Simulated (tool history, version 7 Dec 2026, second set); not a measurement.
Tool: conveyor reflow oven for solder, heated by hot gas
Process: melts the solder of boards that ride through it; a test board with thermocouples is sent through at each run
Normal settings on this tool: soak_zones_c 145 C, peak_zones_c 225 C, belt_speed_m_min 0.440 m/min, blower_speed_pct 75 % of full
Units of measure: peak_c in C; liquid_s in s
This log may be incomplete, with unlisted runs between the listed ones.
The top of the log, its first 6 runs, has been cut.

run   hour  soak_zones_c  peak_zones_c  belt_speed_m_min  blower_speed_pct  peak_c  liquid_s
  7   61.0           145           225             0.480                75   208.4      59.2
  8   73.8           145           225             0.480                75   208.3      58.7
  9   85.5           145           225             0.480                75   208.6      59.3
 10   98.3           145           225             0.480                75   208.5      59.2
 11  108.9           145           225             0.480                75   208.4      59.2
 12  118.4           145           225             0.480                75   208.6      59.0
 13  129.3           145           225             0.480                75   208.7      58.6
 14  138.9           145           225             0.440                75   210.9      67.9
 15  145.7           145           225             0.440                75   210.9      68.1
 16  153.2           145           225             0.440                75   210.9      68.1
 17  161.3           145           225             0.440                57   205.2      58.4
 18  172.0           145           225             0.459                55   202.6      51.7
 19  182.5           145           230             0.440                75   215.2      72.1
 20  194.8           145           230             0.440                56   208.4      62.7
 21  205.4           152           228             0.371                61   215.4      90.8
 22  212.6           143           217             0.504                88   203.4      50.5
 23  221.0           143           217             0.504                88   203.5      50.1
 24  229.4           143           217             0.504                88   203.3      50.3
 25  241.3           145           225             0.527                75   205.2      49.5
 26  254.0           145           225             0.527                75   205.9      49.6
 27  260.9           142           222             0.527                80   204.0      46.8
 28  275.3           142           222             0.527                82   204.3      48.0
 29  287.0           135           234             0.526                54   200.6      36.5
 30  300.4           135           234             0.526                54   200.4      36.2
 31  314.7           149           225             0.359                78   216.7      96.1

Predict each of these 4 candidate next runs independently; none follows another, all start after run 31:
  A  328.7           149           225             0.364                78       ?         ?
  B  328.7           149           225             0.530                60       ?         ?
  C  328.7           134           228             0.359                52       ?         ?
  D  328.7           149           225             0.496                78       ?         ?

run  peak_c  liquid_s
  A   216.6      94.2
  B   200.9      42.2
  C   209.7      74.9
  D   209.1      59.8
Without the tool's hidden state the same runs would have given:
run  peak_c  liquid_s
  A   216.6      94.2
  B   200.9      42.2
  C   209.8      75.0
  D   209.2      59.9
